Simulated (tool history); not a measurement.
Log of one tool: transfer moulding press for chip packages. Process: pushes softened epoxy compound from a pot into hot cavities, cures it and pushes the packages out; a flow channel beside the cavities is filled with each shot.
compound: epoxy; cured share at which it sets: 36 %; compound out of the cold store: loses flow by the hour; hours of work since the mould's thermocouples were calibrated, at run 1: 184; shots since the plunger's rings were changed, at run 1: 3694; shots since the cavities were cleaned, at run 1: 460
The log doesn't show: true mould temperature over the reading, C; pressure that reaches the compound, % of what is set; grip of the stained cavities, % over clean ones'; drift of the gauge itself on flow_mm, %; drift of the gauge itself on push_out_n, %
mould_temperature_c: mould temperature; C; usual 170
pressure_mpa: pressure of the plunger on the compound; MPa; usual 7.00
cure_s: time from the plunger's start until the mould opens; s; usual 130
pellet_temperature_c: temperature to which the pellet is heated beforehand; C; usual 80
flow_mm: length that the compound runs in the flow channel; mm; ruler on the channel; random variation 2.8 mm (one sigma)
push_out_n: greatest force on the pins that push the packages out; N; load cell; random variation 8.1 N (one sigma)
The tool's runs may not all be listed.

run,day,mould_temperature_c,pressure_mpa,cure_s,pellet_temperature_c,hours of work since the mould's thermocouples were calibrated,shots since the plunger's rings were changed,shots since the cavities were cleaned,incoming compound's hours out of the cold store,flow_mm,push_out_n
1,0.000,170,7.00,130,80,184,3694,460,40.9,900,351
# day 1.196: cavities cleaned with cleaning compound and waxed
2,1.467,170,7.00,130,80,207,4031,65,47.4,865,359
# day 2.404: plunger's sealing rings changed
3,2.504,170,7.00,130,80,223,24,289,18.1,1030,363
4,3.592,170,7.00,130,80,241,285,550,26.0,987,356
# day 4.400: cavities cleaned with cleaning compound and waxed
5,4.975,170,8.65,130,80,264,603,139,17.0,1155,368
6,6.133,170,7.00,130,80,283,881,417,39.2,908,349
7,7.267,170,7.00,130,80,302,1153,689,33.5,944,358
# day 7.538: cavities cleaned with cleaning compound and waxed
8,8.225,170,7.00,130,80,317,1368,166,42.8,888,343
9,8.838,170,7.00,130,73,327,1514,312,8.6,1093,351
10,9.738,170,7.00,130,73,343,1731,529,34.4,933,355
# day 10.604: cavities cleaned with cleaning compound and waxed
11,10.767,170,7.00,130,73,359,1963,40,43.5,892,356
12,12.129,170,5.53,130,80,382,2290,367,30.9,843,366
13,13.525,170,5.53,130,80,405,2625,702,21.9,895,354
# day 13.696: cavities cleaned with cleaning compound and waxed
14,15.033,170,5.53,130,80,430,2972,321,18.7,911,355
15,15.646,170,5.53,130,80,440,3119,468,44.8,784,352
16,16.375,165,7.00,117,81,452,3294,643,23.3,1018,530
# day 16.854: cavities cleaned with cleaning compound and waxed
17,17.721,165,7.00,117,81,474,3602,208,22.1,1025,549
18,18.675,165,7.00,117,81,490,3831,437,10.7,1102,570
19,19.550,164,8.71,117,81,505,4041,647,23.7,1138,584
# day 19.933: cavities cleaned with cleaning compound and waxed
# day 20.554: plunger's sealing rings changed
20,20.888,170,7.00,163,80,524,79,204,27.7,974,324
21,21.988,170,6.40,152,80,543,343,468,36.9,881,329
22,22.629,174,7.00,164,71,554,498,623,22.8,990,335
# day 23.096: cavities cleaned with cleaning compound and waxed
23,24.033,174,7.00,164,78,576,819,224,30.6,941,327
24,25.050,175,7.00,150,72,594,1064,469,11.4,1053,320
25,25.821,175,7.00,150,72,606,1249,654,39.6,896,333
# day 26.229: cavities cleaned with cleaning compound and waxed
26,26.538,170,6.35,151,80,617,1405,74,21.6,958,342
27,27.417,170,6.68,122,89,632,1617,286,34.4,915,363
28,28.558,176,6.34,147,73,652,1891,560,18.3,955,324

Forecast each of these 4 alternatives for the next run:
# day 29.325: cavities cleaned with cleaning compound and waxed
A,29.800,176,7.29,147,73,671,2174,114,37.5,?,?
# day 29.325: cavities cleaned with cleaning compound and waxed
B,29.800,172,6.34,147,85,671,2174,114,23.4,?,?
# day 29.325: cavities cleaned with cleaning compound and waxed
C,29.800,170,7.00,130,77,671,2174,114,40.7,?,?
# day 29.325: cavities cleaned with cleaning compound and waxed
D,29.800,176,6.34,127,73,671,2174,114,27.9,?,?

run,flow_mm,push_out_n
A,918,317
B,944,335
C,900,345
D,904,337
Without the tool's hidden state the same runs would have given:
run,flow_mm,push_out_n
A,919,316
B,944,335
C,900,344
D,904,336
